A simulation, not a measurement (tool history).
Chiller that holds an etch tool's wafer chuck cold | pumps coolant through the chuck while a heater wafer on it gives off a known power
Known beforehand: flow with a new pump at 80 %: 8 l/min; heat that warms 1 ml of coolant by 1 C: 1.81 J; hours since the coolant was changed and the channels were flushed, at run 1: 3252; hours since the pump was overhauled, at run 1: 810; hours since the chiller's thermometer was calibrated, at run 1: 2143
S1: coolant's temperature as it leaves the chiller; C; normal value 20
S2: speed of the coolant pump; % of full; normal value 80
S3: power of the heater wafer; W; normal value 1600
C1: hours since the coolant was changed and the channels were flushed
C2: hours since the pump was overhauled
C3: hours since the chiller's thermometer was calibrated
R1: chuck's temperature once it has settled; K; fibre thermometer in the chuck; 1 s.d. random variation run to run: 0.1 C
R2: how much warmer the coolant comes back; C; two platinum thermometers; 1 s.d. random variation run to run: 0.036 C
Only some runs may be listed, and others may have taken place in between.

run    hour  S1  S2    S3    C1    C2    C3      R1    R2
  1     0.0  20  80  1600  3252   810  2143  314.35  6.73
       38.5  -- coolant changed, channels flushed
  2   140.0  24  80  1600   101   944  2277  315.35  6.74
  3   273.8  23  80  1600   235  1077  2411  314.45  6.80
  4   364.1  20  80  1600   326  1168  2501  311.75  6.81
  5   435.7  20  80  1600   397  1239  2573  311.85  6.86
  6   501.7  20  80  1593   463  1305  2639  311.65  6.85
  7   619.7  20  80  1593   581  1423  2757  311.85  6.92
  8   745.6  20  80  1593   707  1549  2883  312.05  6.86
  9   878.9  20  94  1929   840  1683  3016  313.25  6.94
      892.6  -- chiller's thermometer calibrated
 10  1009.3  10  78  1014   970  1812   117  294.65  4.52
 11  1136.9  10  78  1014  1097  1940   244  294.75  4.60
     1191.5  -- chiller's thermometer calibrated, once more
 12  1219.7  13  71  1206  1179  2021    28  303.05  6.03
 13  1283.4  29  94  1206  1243  2085    92  315.55  4.38
 14  1361.3  20  63  1600  1321  2163   170  317.95  9.12

5 ways to go on from here, each from the tool as it stands after run 14. What would each give?
  A  1460.0  19  74  1487  1419  2262  268   ?   ?
  B  1460.0  13  63  1478  1419  2262  268   ?   ?
  C  1460.0  22  62  2048  1419  2262  268   ?   ?
  D  1460.0  20  98  1600  1419  2262  268   ?   ?
  E  1460.0  14  67  1600  1419  2262  268   ?   ?

run      R1     R2
  A  312.45   7.07
  B  309.25   8.50
  C  327.45  12.05
  D  310.45   5.58
  E  310.95   8.61
Without the tool's unlogged condition, the same runs would have read:
run      R1     R2
  A  310.35   6.65
  B  306.85   8.01
  C  324.15  11.34
  D  308.65   5.26
  E  308.55   8.11
